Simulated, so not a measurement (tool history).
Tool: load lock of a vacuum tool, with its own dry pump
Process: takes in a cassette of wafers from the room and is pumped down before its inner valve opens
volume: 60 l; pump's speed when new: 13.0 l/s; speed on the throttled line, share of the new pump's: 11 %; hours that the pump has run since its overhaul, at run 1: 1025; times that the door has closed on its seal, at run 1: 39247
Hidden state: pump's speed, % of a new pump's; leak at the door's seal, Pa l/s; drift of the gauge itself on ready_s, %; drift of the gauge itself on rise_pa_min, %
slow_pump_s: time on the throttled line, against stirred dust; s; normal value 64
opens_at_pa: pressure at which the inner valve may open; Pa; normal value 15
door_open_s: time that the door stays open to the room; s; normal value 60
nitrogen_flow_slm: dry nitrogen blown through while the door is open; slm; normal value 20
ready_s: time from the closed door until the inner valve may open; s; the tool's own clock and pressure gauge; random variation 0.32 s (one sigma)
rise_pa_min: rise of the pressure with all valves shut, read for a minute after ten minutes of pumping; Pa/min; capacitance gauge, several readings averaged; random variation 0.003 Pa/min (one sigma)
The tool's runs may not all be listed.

run    hour  slow_pump_s  opens_at_pa  door_open_s  nitrogen_flow_slm  hours that the pump has run since its overhaul  times that the door has closed on its seal  incoming humidity of the room's air, %  ready_s  rise_pa_min
  1       0           64           15           60                 20                                            1025                                       39247                                    42.6     98.7         0.16
  2   239.8           64           15           60                  5                                            1265                                       39997                                    44.2     98.4        0.178
  3   406.9           64           15           60                  5                                            1432                                       40519                                    47.9     98.6        0.196
  4   673.9           64           15           60                  5                                            1699                                       41353                                    44.6     98.8        0.181
  5   903.1           64           15           60                  5                                            1928                                       42070                                    44.2     99.2        0.194
  6  1241.9           64           24           60                  5                                            2267                                       43129                                    44.9       97        0.193
  7  1527.1           64           24           60                  5                                            2552                                       44020                                    42.2     96.7        0.195
  8  1680.3           64           24           60                  5                                            2705                                       44499                                    46.9     97.1        0.207
  9  1856.6           64           24           60                  5                                            2882                                       45050                                    46.4     96.9        0.216
 10  2000.4           64           15           60                 20                                            3025                                       45499                                    46.4     99.3        0.194
 11  2161.5           64           15           60                 20                                            3187                                       46003                                    42.2     99.4        0.196
 12  2355.3           64           15           60                 20                                            3380                                       46609                                    46.8     99.6        0.202
 13  2692.2           64           15           60                 20                                            3717                                       47662                                    46.4       99        0.209
 14  2984.5           64           15           60                 20                                            4010                                       48575                                    48.9    100.3        0.212
 15    3122           64           15           60                 20                                            4147                                       49005                                    42.8    100.6        0.219
 16  3434.2           97           15           60                 20                                            4459                                       49981                                    45.4      129        0.223
 17  3602.3           97           13           60                 20                                            4627                                       50506                                    47.4    129.2        0.224
 18  3739.5           97           13           60                  5                                            4765                                       50935                                    45.7    130.1        0.233
 19  4064.2           64           29           60                 20                                            5089                                       51950                                    43.5       97        0.232
 20  4261.2          115           23           53                 20                                            5286                                       52566                                    43.7    142.1        0.228
 21  4434.2          115           23           53                 20                                            5459                                       53106                                      45      143        0.231
 22  4747.3          105           15           60                 20                                            5772                                       54085                                    44.2    136.8        0.239
 23  5058.3           53           15           60                 20                                            6083                                       55057                                    44.9     90.9        0.248
 24  5275.3           64           17           60                 23                                            6300                                       55735                                    43.9    100.2        0.245
 25  5517.3           44           11           60                  7                                            6542                                       56492                                    43.2     84.6        0.271
 26  5709.1           44           11           60                  7                                            6734                                       57091                                    43.8     84.7        0.263
     5798.9  -- door's seal changed, seat wiped
 27  6021.3           44           11           60                  7                                            7045                                         695                                    43.3     85.4        0.042
 28  6299.2           51           15           52                 27                                            7323                                        1564                                    42.1     89.8        0.027
 29    6634           51           15           52                 27                                            7658                                        2610                                    45.7     89.7        0.024
 30  6936.4           64           11           80                  5                                            7960                                        3555                                    45.1    102.2        0.057
 31  7162.9           64           20           80                 17                                            8186                                        4263                                    47.1     99.2        0.047
 32  7391.7           40           12           38                 20                                            8415                                        4978                                    46.1     81.5         0.03
 33  7600.9           51           19           31                  4                                            8624                                        5632                                    47.5     89.1        0.043
 34  7871.1           51           19           50                  4                                            8895                                        6477                                      44     89.2        0.049
 35  8068.1           42           15           40                 20                                            9092                                        7092                                    41.9       83        0.032
 36  8214.7           41           15           60                 14                                            9238                                        7551                                    43.6     81.9        0.044
 37  8494.3           64           15           41                 39                                            9518                                        8424                                      47    102.3        0.034
 38  8722.7           64           15           41                 39                                            9746                                        9139                                      44    101.8        0.034

Some steps in ready_s, run to run, broken into two amounts with sign: the step expected even without the hidden condition (settings, incoming material, random variation), and the rest, left for the hidden condition together with whatever gauge scatter is not in both the measured and the hidden-condition-free result:
Run 18 -> 19: slow_pump_s 97 -> 64, opens_at_pa 13 -> 29, nitrogen_flow_slm 5 -> 20. ready_s -33.1 s: hidden state +0, all else -33.1.
Run 19 -> 20: slow_pump_s 64 -> 115, opens_at_pa 29 -> 23, door_open_s 60 -> 53. ready_s +45.1 s: hidden state -0.3, all else +45.4.
Run 22 -> 23: slow_pump_s 105 -> 53. ready_s -45.9 s: hidden state +0.6, all else -46.5.
Run 24 -> 25: slow_pump_s 64 -> 44, opens_at_pa 17 -> 11, nitrogen_flow_slm 23 -> 7. ready_s -15.6 s: hidden state +0.5, all else -16.1.
Run 31 -> 32: slow_pump_s 64 -> 40, opens_at_pa 20 -> 12, door_open_s 80 -> 38, nitrogen_flow_slm 17 -> 20. ready_s -17.7 s: hidden state +0.8, all else -18.5.
